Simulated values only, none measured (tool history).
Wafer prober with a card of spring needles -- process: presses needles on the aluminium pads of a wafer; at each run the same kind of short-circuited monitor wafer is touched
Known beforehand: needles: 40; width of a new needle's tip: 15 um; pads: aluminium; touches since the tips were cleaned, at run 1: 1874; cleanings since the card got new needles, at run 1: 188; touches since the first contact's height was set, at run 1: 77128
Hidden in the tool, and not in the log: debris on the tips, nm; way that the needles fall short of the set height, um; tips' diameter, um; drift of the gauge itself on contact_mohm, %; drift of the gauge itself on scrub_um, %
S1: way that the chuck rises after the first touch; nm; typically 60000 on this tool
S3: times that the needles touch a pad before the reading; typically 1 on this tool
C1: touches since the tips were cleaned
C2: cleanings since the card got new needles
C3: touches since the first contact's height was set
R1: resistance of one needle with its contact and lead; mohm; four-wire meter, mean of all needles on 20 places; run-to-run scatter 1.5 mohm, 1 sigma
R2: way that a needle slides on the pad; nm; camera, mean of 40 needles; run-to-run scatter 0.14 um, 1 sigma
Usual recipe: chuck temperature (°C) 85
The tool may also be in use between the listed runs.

run 1 hour=0 | S1=60000 chuck_temperature_(°C)=85 S3=1 | C1=1874 C2=188 C3=77128 | R1=144 R2=12600
-- hour=5.4 tips cleaned on abrasive film
-- hour=16.2 tips cleaned on abrasive film
-- hour=26.9 tips cleaned on abrasive film
-- hour=40.3 tips cleaned on abrasive film
run 2 hour=47 | S1=60000 chuck_temperature_(°C)=85 S3=1 | C1=1613 C2=192 C3=88473 | R1=143 R2=13090
-- hour=52.4 tips cleaned on abrasive film
-- hour=63.1 tips cleaned on abrasive film
-- hour=73.9 tips cleaned on abrasive film
run 3 hour=76.7 | S1=60000 chuck_temperature_(°C)=85 S3=1 | C1=696 C2=195 C3=95656 | R1=143 R2=12790
-- hour=84.8 tips cleaned on abrasive film
-- hour=95.6 tips cleaned on abrasive film
-- hour=106.3 tips cleaned on abrasive film
run 4 hour=116.7 | S1=60000 chuck_temperature_(°C)=85 S3=1 | C1=2529 C2=198 C3=105321 | R1=143 R2=12670
-- hour=119.4 tips cleaned on abrasive film
-- hour=130.2 tips cleaned on abrasive film
-- hour=140.9 tips cleaned on abrasive film
-- hour=154.4 tips cleaned on abrasive film
run 5 hour=163.5 | S1=60000 chuck_temperature_(°C)=85 S3=1 | C1=2238 C2=202 C3=116641 | R1=145 R2=12610
-- hour=166.3 tips cleaned on abrasive film
-- hour=177 tips cleaned on abrasive film
-- hour=187.8 tips cleaned on abrasive film
-- hour=198.5 tips cleaned on abrasive film
run 6 hour=207.4 | S1=60000 chuck_temperature_(°C)=85 S3=1 | C1=2161 C2=206 C3=127235 | R1=143 R2=12800
-- hour=210.2 tips cleaned on abrasive film
-- hour=220.9 tips cleaned on abrasive film
-- hour=231.7 tips cleaned on abrasive film
run 7 hour=240.1 | S1=60000 chuck_temperature_(°C)=85 S3=1 | C1=2056 C2=209 C3=135130 | R1=144 R2=12690
-- hour=242.9 tips cleaned on abrasive film
-- hour=253.6 tips cleaned on abrasive film
-- hour=264.4 tips cleaned on abrasive film
run 8 hour=274.4 | S1=60000 chuck_temperature_(°C)=85 S3=1 | C1=2453 C2=212 C3=143418 | R1=143 R2=12730
-- hour=277.2 tips cleaned on abrasive film
-- hour=287.9 tips cleaned on abrasive film
-- hour=298.7 tips cleaned on abrasive film
-- hour=309.4 tips cleaned on abrasive film
-- hour=322.8 tips cleaned on abrasive film
-- hour=336.3 tips cleaned on abrasive film
run 9 hour=342.3 | S1=60000 chuck_temperature_(°C)=85 S3=1 | C1=1470 C2=218 C3=159809 | R1=140 R2=12610
-- hour=347.7 tips cleaned on abrasive film
-- hour=358.5 tips cleaned on abrasive film
-- hour=369.2 tips cleaned on abrasive film
-- hour=380 tips cleaned on abrasive film
run 10 hour=385.4 | S1=60000 chuck_temperature_(°C)=85 S3=1 | C1=1333 C2=222 C3=170226 | R1=145 R2=12390
-- hour=390.9 tips cleaned on abrasive film
-- hour=401.6 tips cleaned on abrasive film
-- hour=412.4 tips cleaned on abrasive film
-- hour=425.8 tips cleaned on abrasive film
-- hour=439.2 tips cleaned on abrasive film
-- hour=452.6 tips cleaned on abrasive film
run 11 hour=455.6 | S1=60000 chuck_temperature_(°C)=53 S3=1 | C1=722 C2=228 C3=187173 | R1=137 R2=12500
-- hour=463.6 tips cleaned on abrasive film
-- hour=474.4 tips cleaned on abrasive film
-- hour=485.1 tips cleaned on abrasive film
-- hour=497.1 card fitted with new needles
-- hour=507.9 tips cleaned on abrasive film
-- hour=518.6 tips cleaned on abrasive film
run 12 hour=520.5 | S1=60000 chuck_temperature_(°C)=53 S3=1 | C1=461 C2=2 C3=5651 | R1=138 R2=12670
-- hour=531.3 tips cleaned on abrasive film
-- hour=542 tips cleaned on abrasive film
-- hour=552.8 tips cleaned on abrasive film
run 13 hour=557.7 | S1=70000 chuck_temperature_(°C)=85 S3=2 | C1=1199 C2=5 C3=14635 | R1=139 R2=14970
-- hour=565.8 tips cleaned on abrasive film
-- hour=576.5 tips cleaned on abrasive film
-- hour=587.3 tips cleaned on abrasive film
-- hour=598 tips cleaned on abrasive film
-- hour=608.8 tips cleaned on abrasive film
-- hour=622.2 tips cleaned on abrasive film
run 14 hour=629.2 | S1=60000 chuck_temperature_(°C)=85 S3=2 | C1=1709 C2=11 C3=31914 | R1=143 R2=12630
-- hour=634.6 tips cleaned on abrasive film
-- hour=645.4 tips cleaned on abrasive film
-- hour=656.1 tips cleaned on abrasive film
-- hour=666.9 tips cleaned on abrasive film
-- hour=680.3 tips cleaned on abrasive film
-- hour=691 tips cleaned on abrasive film
-- hour=701.8 tips cleaned on abrasive film
run 15 hour=703.2 | S1=60000 chuck_temperature_(°C)=85 S3=2 | C1=341 C2=18 C3=49771 | R1=139 R2=12640
-- hour=713.9 tips cleaned on abrasive film
-- hour=727.3 tips cleaned on abrasive film
-- hour=740.7 tips cleaned on abrasive film
run 16 hour=750.7 | S1=41000 chuck_temperature_(°C)=109 S3=1 | C1=2425 C2=21 C3=61279 | R1=155 R2=8570
-- hour=753.4 tips cleaned on abrasive film
-- hour=764.2 tips cleaned on abrasive film
-- hour=777.6 tips cleaned on abrasive film
-- hour=788.4 tips cleaned on abrasive film
-- hour=799.1 tips cleaned on abrasive film
-- hour=809.9 tips cleaned on abrasive film
run 17 hour=813.9 | S1=69000 chuck_temperature_(°C)=109 S3=3 | C1=997 C2=27 C3=76548 | R1=143 R2=14590
-- hour=822 tips cleaned on abrasive film
-- hour=832.8 tips cleaned on abrasive film
-- hour=843.5 tips cleaned on abrasive film
-- hour=854.3 tips cleaned on abrasive film
-- hour=865 tips cleaned on abrasive film
-- hour=875.8 tips cleaned on abrasive film
run 18 hour=879.3 | S1=40000 chuck_temperature_(°C)=30 S3=2 | C1=852 C2=33 C3=92321 | R1=143 R2=8440
-- hour=887.4 tips cleaned on abrasive film
-- hour=898.1 tips cleaned on abrasive film
-- hour=908.9 tips cleaned on abrasive film
run 19 hour=912.9 | S1=80000 chuck_temperature_(°C)=113 S3=1 | C1=981 C2=36 C3=100439 | R1=143 R2=17000
-- hour=921 tips cleaned on abrasive film
-- hour=931.7 tips cleaned on abrasive film
-- hour=942.5 tips cleaned on abrasive film
-- hour=953.2 tips cleaned on abrasive film
-- hour=964 tips cleaned on abrasive film
-- hour=974.7 tips cleaned on abrasive film
run 20 hour=977.3 | S1=49000 chuck_temperature_(°C)=30 S3=2 | C1=622 C2=42 C3=115982 | R1=135 R2=10320
-- hour=988 tips cleaned on abrasive film
-- hour=998.8 tips cleaned on abrasive film
run 21 hour=1007.3 | S1=75000 chuck_temperature_(°C)=76 S3=2 | C1=2088 C2=44 C3=123261 | R1=138 R2=15880

Alternative continuations, all from the tool just after run 21; predict every row:
-- hour=1010.1 tips cleaned on abrasive film
-- hour=1020.9 tips cleaned on abrasive film
-- hour=1034.3 tips cleaned on abrasive film
-- hour=1045 tips cleaned on abrasive film
run A hour=1045.8 | S1=77000 chuck_temperature_(°C)=76 S3=2 | C1=195 C2=48 C3=132541 | R1=? R2=?
-- hour=1010.1 tips cleaned on abrasive film
-- hour=1020.9 tips cleaned on abrasive film
-- hour=1034.3 tips cleaned on abrasive film
-- hour=1045 tips cleaned on abrasive film
run B hour=1045.8 | S1=75000 chuck_temperature_(°C)=47 S3=2 | C1=195 C2=48 C3=132541 | R1=? R2=?
-- hour=1010.1 tips cleaned on abrasive film
-- hour=1020.9 tips cleaned on abrasive film
-- hour=1034.3 tips cleaned on abrasive film
-- hour=1045 tips cleaned on abrasive film
run C hour=1045.8 | S1=60000 chuck_temperature_(°C)=47 S3=1 | C1=195 C2=48 C3=132541 | R1=? R2=?
-- hour=1010.1 tips cleaned on abrasive film
-- hour=1020.9 tips cleaned on abrasive film
-- hour=1034.3 tips cleaned on abrasive film
-- hour=1045 tips cleaned on abrasive film
run D hour=1045.8 | S1=60000 chuck_temperature_(°C)=85 S3=2 | C1=195 C2=48 C3=132541 | R1=? R2=?

run=A R1=134 R2=16380
run=B R1=132 R2=16020
run=C R1=136 R2=12490
run=D R1=143 R2=12740
With the hidden condition removed and each run's random variation left untouched, the same runs would have given:
run=A R1=134 R2=16380
run=B R1=132 R2=16020
run=C R1=136 R2=12500
run=D R1=143 R2=12740
